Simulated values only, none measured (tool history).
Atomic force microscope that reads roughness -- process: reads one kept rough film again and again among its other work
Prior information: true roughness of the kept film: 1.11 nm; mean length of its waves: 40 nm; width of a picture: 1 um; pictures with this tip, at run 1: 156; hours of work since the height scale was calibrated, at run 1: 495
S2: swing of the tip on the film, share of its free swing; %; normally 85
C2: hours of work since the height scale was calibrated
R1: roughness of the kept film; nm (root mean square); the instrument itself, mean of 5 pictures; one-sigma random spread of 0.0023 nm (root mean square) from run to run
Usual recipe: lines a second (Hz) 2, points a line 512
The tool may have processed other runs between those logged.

{"run": 1, "day": 0.0, "lines a second (Hz)": 2, "S2": 85, "points a line": 512, "pictures with this tip": 156, "C2": 495, "R1": 0.898}
{"day": 0.817, "done": "new tip fitted"}
{"run": 2, "day": 1.162, "lines a second (Hz)": 2, "S2": 85, "points a line": 512, "pictures with this tip": 9, "C2": 513, "R1": 0.918}
{"run": 3, "day": 3.196, "lines a second (Hz)": 2, "S2": 85, "points a line": 512, "pictures with this tip": 64, "C2": 545, "R1": 0.913}
{"run": 4, "day": 5.325, "lines a second (Hz)": 2.92, "S2": 85, "points a line": 512, "pictures with this tip": 121, "C2": 578, "R1": 0.84}
{"day": 7.317, "done": "new tip fitted"}
{"run": 5, "day": 7.471, "lines a second (Hz)": 2, "S2": 85, "points a line": 512, "pictures with this tip": 4, "C2": 611, "R1": 0.92}
{"run": 6, "day": 8.658, "lines a second (Hz)": 2.23, "S2": 85, "points a line": 512, "pictures with this tip": 36, "C2": 629, "R1": 0.901}
{"run": 7, "day": 10.625, "lines a second (Hz)": 2.23, "S2": 85, "points a line": 512, "pictures with this tip": 89, "C2": 660, "R1": 0.886}
{"run": 8, "day": 11.846, "lines a second (Hz)": 2.23, "S2": 85, "points a line": 512, "pictures with this tip": 121, "C2": 679, "R1": 0.889}
{"day": 13.862, "done": "new tip fitted"}
{"run": 9, "day": 13.904, "lines a second (Hz)": 2.23, "S2": 85, "points a line": 512, "pictures with this tip": 1, "C2": 710, "R1": 0.901}
{"run": 10, "day": 16.408, "lines a second (Hz)": 2, "S2": 85, "points a line": 512, "pictures with this tip": 68, "C2": 749, "R1": 0.909}
{"run": 11, "day": 18.429, "lines a second (Hz)": 1.41, "S2": 85, "points a line": 512, "pictures with this tip": 122, "C2": 781, "R1": 0.948}
{"run": 12, "day": 19.821, "lines a second (Hz)": 2, "S2": 85, "points a line": 512, "pictures with this tip": 159, "C2": 802, "R1": 0.902}
{"day": 20.475, "done": "new tip fitted"}
{"run": 13, "day": 21.975, "lines a second (Hz)": 2, "S2": 85, "points a line": 512, "pictures with this tip": 40, "C2": 835, "R1": 0.911}
{"run": 14, "day": 23.35, "lines a second (Hz)": 2, "S2": 85, "points a line": 512, "pictures with this tip": 77, "C2": 857, "R1": 0.914}
{"run": 15, "day": 25.558, "lines a second (Hz)": 2, "S2": 85, "points a line": 512, "pictures with this tip": 136, "C2": 891, "R1": 0.903}
{"day": 27.1, "done": "new tip fitted"}
{"run": 16, "day": 27.85, "lines a second (Hz)": 2, "S2": 85, "points a line": 512, "pictures with this tip": 21, "C2": 926, "R1": 0.921}
{"run": 17, "day": 30.212, "lines a second (Hz)": 2, "S2": 85, "points a line": 512, "pictures with this tip": 84, "C2": 963, "R1": 0.908}
{"run": 18, "day": 31.358, "lines a second (Hz)": 2, "S2": 85, "points a line": 466, "pictures with this tip": 114, "C2": 981, "R1": 0.913}
{"run": 19, "day": 32.433, "lines a second (Hz)": 2, "S2": 75, "points a line": 978, "pictures with this tip": 143, "C2": 998, "R1": 0.963}
{"day": 33.592, "done": "new tip fitted"}
{"run": 20, "day": 34.846, "lines a second (Hz)": 2, "S2": 75, "points a line": 978, "pictures with this tip": 34, "C2": 1035, "R1": 0.98}
{"run": 21, "day": 36.462, "lines a second (Hz)": 0.69, "S2": 79, "points a line": 854, "pictures with this tip": 77, "C2": 1060, "R1": 1.037}
{"run": 22, "day": 38.579, "lines a second (Hz)": 2.41, "S2": 65, "points a line": 422, "pictures with this tip": 134, "C2": 1093, "R1": 0.994}
{"day": 40.05, "done": "new tip fitted"}
{"run": 23, "day": 41.046, "lines a second (Hz)": 1.52, "S2": 70, "points a line": 422, "pictures with this tip": 26, "C2": 1131, "R1": 1.022}
{"run": 24, "day": 42.504, "lines a second (Hz)": 2.03, "S2": 59, "points a line": 512, "pictures with this tip": 65, "C2": 1153, "R1": 1.041}
{"run": 25, "day": 43.904, "lines a second (Hz)": 2.86, "S2": 56, "points a line": 504, "pictures with this tip": 103, "C2": 1175, "R1": 1.029}
{"run": 26, "day": 46.088, "lines a second (Hz)": 2.86, "S2": 56, "points a line": 504, "pictures with this tip": 161, "C2": 1209, "R1": 1.016}
{"day": 46.717, "done": "new tip fitted"}
{"run": 27, "day": 47.812, "lines a second (Hz)": 2.71, "S2": 57, "points a line": 457, "pictures with this tip": 30, "C2": 1235, "R1": 1.035}
{"run": 28, "day": 48.996, "lines a second (Hz)": 2.71, "S2": 57, "points a line": 457, "pictures with this tip": 61, "C2": 1254, "R1": 1.033}
{"run": 29, "day": 50.754, "lines a second (Hz)": 0.7, "S2": 68, "points a line": 512, "pictures with this tip": 108, "C2": 1281, "R1": 1.054}
{"run": 30, "day": 53.121, "lines a second (Hz)": 3.08, "S2": 85, "points a line": 759, "pictures with this tip": 172, "C2": 1318, "R1": 0.832}
{"day": 53.325, "done": "new tip fitted"}
{"run": 31, "day": 54.575, "lines a second (Hz)": 0.55, "S2": 77, "points a line": 512, "pictures with this tip": 34, "C2": 1340, "R1": 1.052}
{"run": 32, "day": 56.954, "lines a second (Hz)": 3.66, "S2": 71, "points a line": 517, "pictures with this tip": 97, "C2": 1377, "R1": 0.928}
{"run": 33, "day": 58.633, "lines a second (Hz)": 3.66, "S2": 71, "points a line": 517, "pictures with this tip": 142, "C2": 1403, "R1": 0.925}
{"day": 59.8, "done": "new tip fitted"}
{"run": 34, "day": 59.996, "lines a second (Hz)": 2, "S2": 85, "points a line": 325, "pictures with this tip": 5, "C2": 1424, "R1": 0.919}

What if the next run were any one of these 4? Each begins from the tool's condition after run 34:
{"run": "A", "day": 61.933, "lines a second (Hz)": 0.56, "S2": 85, "points a line": 515, "pictures with this tip": 57, "C2": 1454, "R1": "?"}
{"run": "B", "day": 61.933, "lines a second (Hz)": 1.73, "S2": 85, "points a line": 409, "pictures with this tip": 57, "C2": 1454, "R1": "?"}
{"run": "C", "day": 61.933, "lines a second (Hz)": 2, "S2": 77, "points a line": 435, "pictures with this tip": 57, "C2": 1454, "R1": "?"}
{"run": "D", "day": 61.933, "lines a second (Hz)": 1.71, "S2": 65, "points a line": 325, "pictures with this tip": 57, "C2": 1454, "R1": "?"}

run=A R1=1.032
run=B R1=0.935
run=C R1=0.963
run=D R1=1.03
With no hidden state in the tool, these same runs would have given:
run=A R1=1.035
run=B R1=0.937
run=C R1=0.966
run=D R1=1.033

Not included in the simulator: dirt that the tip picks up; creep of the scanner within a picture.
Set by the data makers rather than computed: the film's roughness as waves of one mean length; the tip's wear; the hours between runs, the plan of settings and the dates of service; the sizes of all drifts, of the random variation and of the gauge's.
